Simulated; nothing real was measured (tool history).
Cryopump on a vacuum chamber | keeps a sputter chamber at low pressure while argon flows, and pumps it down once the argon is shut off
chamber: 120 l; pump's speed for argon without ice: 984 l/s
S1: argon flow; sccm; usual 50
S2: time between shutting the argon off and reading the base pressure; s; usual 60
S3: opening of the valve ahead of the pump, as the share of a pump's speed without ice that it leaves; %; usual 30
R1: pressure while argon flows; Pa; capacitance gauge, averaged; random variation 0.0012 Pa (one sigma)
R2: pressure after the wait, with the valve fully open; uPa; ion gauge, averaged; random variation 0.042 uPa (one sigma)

run 1 day=0 | S1=50 S2=60 S3=30 | R1=0.3031 R2=4.85
run 2 day=0.721 | S1=50 S2=60 S3=30 | R1=0.2991 R2=4.91
run 3 day=2.071 | S1=50 S2=60 S3=30 | R1=0.3013 R2=4.87
run 4 day=3.071 | S1=50 S2=60 S3=30 | R1=0.3044 R2=4.76
run 5 day=4.229 | S1=50 S2=60 S3=30 | R1=0.3024 R2=5.01
run 6 day=5.329 | S1=50 S2=60 S3=30 | R1=0.3042 R2=4.82
run 7 day=6.038 | S1=50 S2=60 S3=35 | R1=0.2619 R2=4.91
run 8 day=6.958 | S1=54 S2=28 S3=18 | R1=0.5299 R2=7.37
run 9 day=7.95 | S1=64 S2=145 S3=30 | R1=0.3921 R2=3.81

Run 10 comes next. What will it give?
run 10 day=9.325 | S1=28 S2=82 S3=49 | R1=? R2=?

{"run 10": {"R1": 0.1096, "R2": 4.67}}
Without the tool's hidden state the same run would have given R1 0.0987 Pa, R2 1.91 uPa.
